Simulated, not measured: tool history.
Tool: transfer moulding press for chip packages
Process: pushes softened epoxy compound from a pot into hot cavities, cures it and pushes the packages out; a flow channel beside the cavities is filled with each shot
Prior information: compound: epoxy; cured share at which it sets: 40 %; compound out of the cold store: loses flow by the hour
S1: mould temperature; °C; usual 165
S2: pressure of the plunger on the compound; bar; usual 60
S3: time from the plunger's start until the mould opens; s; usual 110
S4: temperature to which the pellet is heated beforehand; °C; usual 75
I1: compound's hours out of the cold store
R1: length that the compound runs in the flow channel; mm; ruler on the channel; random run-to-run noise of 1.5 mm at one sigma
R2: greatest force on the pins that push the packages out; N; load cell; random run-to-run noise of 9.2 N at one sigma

run,hour,S1,S2,S3,S4,I1,R1,R2
1,0,165,60,110,75,18.8,824,415
2,22,165,60,110,75,17.7,823,584
3,32,165,60,110,75,20.4,805,642
4,47.6,165,60,110,75,11.8,852,684
5,63.2,165,60,110,75,27.6,774,711
6,81.7,167,60,110,75,27.9,761,698
7,95.6,167,60,110,75,23.5,781,726
# hour 108.8: cavities cleaned with cleaning compound and waxed
8,110.7,166,60,110,75,11.5,845,931
9,131.3,165,60,110,75,41.6,707,891
10,146.2,165,60,110,75,22.9,789,891
11,163.8,165,60,110,75,27.7,767,867
12,179.4,165,60,110,75,35.1,730,810
# hour 184.7: cavities cleaned with cleaning compound and waxed, once more
13,193.6,165,60,110,75,43.9,691,489
14,209.8,165,60,110,75,44.8,688,544
15,229,165,60,110,75,29.6,750,670
16,245,165,60,110,75,15.8,814,709
17,254.2,165,46.8,133,75,34.2,644,653
18,265.2,162,60,131,70,30.4,760,721

Forecast run 19:
19,275.6,163,62.6,98,67,41.8,?,?

Run 19 yielded R1 720 mm, R2 978 N.
Take away the tool's hidden state, keep the run-to-run variation as it was, and the same run would have given R1 744 mm, R2 534 N.
